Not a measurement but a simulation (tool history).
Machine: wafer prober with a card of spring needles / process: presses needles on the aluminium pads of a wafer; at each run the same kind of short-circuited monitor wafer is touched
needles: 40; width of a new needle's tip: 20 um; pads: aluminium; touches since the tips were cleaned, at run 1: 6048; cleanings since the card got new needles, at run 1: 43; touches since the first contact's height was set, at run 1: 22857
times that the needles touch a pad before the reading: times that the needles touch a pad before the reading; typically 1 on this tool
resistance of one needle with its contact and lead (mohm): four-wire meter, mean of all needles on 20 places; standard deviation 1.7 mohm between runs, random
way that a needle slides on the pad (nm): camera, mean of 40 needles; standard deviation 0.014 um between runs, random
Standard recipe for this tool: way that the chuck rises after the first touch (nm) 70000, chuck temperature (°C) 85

run,hour,way that the chuck rises after the first touch (nm),chuck temperature (°C),times that the needles touch a pad before the reading,touches since the tips were cleaned,cleanings since the card got new needles,touches since the first contact's height was set,resistance of one needle with its contact and lead (mohm),way that a needle slides on the pad (nm)
1,0.0,70000,85,1,6048,43,22857,235,8730
# hour 2.3: tips cleaned on abrasive film
# hour 17.9: tips cleaned on abrasive film
2,24.6,70000,85,1,2670,45,32601,229,8720
# hour 34.6: tips cleaned on abrasive film
3,47.6,70000,85,1,5196,46,41748,236,8720
# hour 51.7: tips cleaned on abrasive film
4,64.5,70000,85,1,5127,47,48463,235,8690
# hour 68.6: tips cleaned on abrasive film
5,82.9,65000,85,1,5717,48,55772,251,8050
# hour 84.3: tips cleaned on abrasive film
# hour 100.0: tips cleaned on abrasive film
6,102.6,65000,85,1,1026,50,63544,213,8010
# hour 115.5: tips cleaned on abrasive film
7,125.1,70000,85,1,3854,51,72503,230,8610
# hour 132.2: tips cleaned on abrasive film
8,135.6,70000,85,1,1357,52,76627,214,8610
# hour 148.8: tips cleaned on abrasive film
9,153.5,53000,85,1,1851,53,83734,262,6470
# hour 165.2: tips cleaned on abrasive film
10,176.0,70000,85,1,4316,54,92686,243,8570
# hour 181.4: tips cleaned on abrasive film
# hour 183.8: height of the first contact set anew
# hour 197.2: tips cleaned on abrasive film
11,200.8,70000,85,1,1443,56,6729,217,8760
# hour 213.7: tips cleaned on abrasive film
12,213.7,70000,85,1,0,57,11839,175,8760
13,227.7,70000,85,1,5574,57,17413,237,8750
# hour 229.9: tips cleaned on abrasive film
# hour 246.3: tips cleaned on abrasive film
14,252.2,70000,85,1,2367,59,27130,227,8720
# hour 261.8: tips cleaned on abrasive film
15,263.5,70000,40,1,676,60,31594,190,8700
# hour 278.5: tips cleaned on abrasive film
16,281.7,70000,48,2,1277,61,38821,185,8700
# hour 295.0: tips cleaned on abrasive film
17,296.2,57000,48,2,477,62,44596,186,7030
18,306.8,57000,48,2,4710,62,48829,228,7020
# hour 311.0: tips cleaned on abrasive film
# hour 326.5: tips cleaned on abrasive film
19,328.5,58000,55,1,777,64,57378,207,7140
# hour 342.4: tips cleaned on abrasive film
20,350.4,58000,37,2,3166,65,66086,219,7130
# hour 358.5: tips cleaned on abrasive film
21,365.9,61000,82,1,2962,66,72245,253,7510
# hour 374.3: tips cleaned on abrasive film
22,383.8,62000,106,1,3794,67,79358,258,7620
# hour 390.8: tips cleaned on abrasive film
# hour 407.0: tips cleaned on abrasive film
23,407.0,78000,85,3,0,69,88549,171,9590
24,418.7,70000,26,1,4661,69,93210,236,8590
# hour 423.0: tips cleaned on abrasive film
# hour 425.2: height of the first contact set anew
25,431.0,60000,26,1,3089,70,2333,247,7520
# hour 439.9: tips cleaned on abrasive film
26,443.5,60000,26,1,1454,71,7267,229,7500
# hour 455.5: tips cleaned on abrasive film
27,466.9,70000,27,1,4543,72,16572,235,8730
# hour 471.7: tips cleaned on abrasive film
28,485.8,70000,27,1,5644,73,24091,241,8740
# hour 487.3: tips cleaned on abrasive film
# hour 503.0: tips cleaned on abrasive film
29,504.4,74000,27,2,584,75,31432,176,9200

Forecast each of these 3 alternatives for the next run:
# hour 519.9: tips cleaned on abrasive film
A,523.9,77000,76,1,1584,76,39159,?,?
# hour 519.9: tips cleaned on abrasive film
B,523.9,71000,63,3,1584,76,39159,?,?
# hour 519.9: tips cleaned on abrasive film
C,523.9,70000,49,1,1584,76,39159,?,?

run,resistance of one needle with its contact and lead (mohm),way that a needle slides on the pad (nm)
A,207,9560
B,179,8820
C,215,8690
What these runs would have given with no unlogged condition in the tool:
run,resistance of one needle with its contact and lead (mohm),way that a needle slides on the pad (nm)
A,166,9650
B,162,8900
C,164,8780
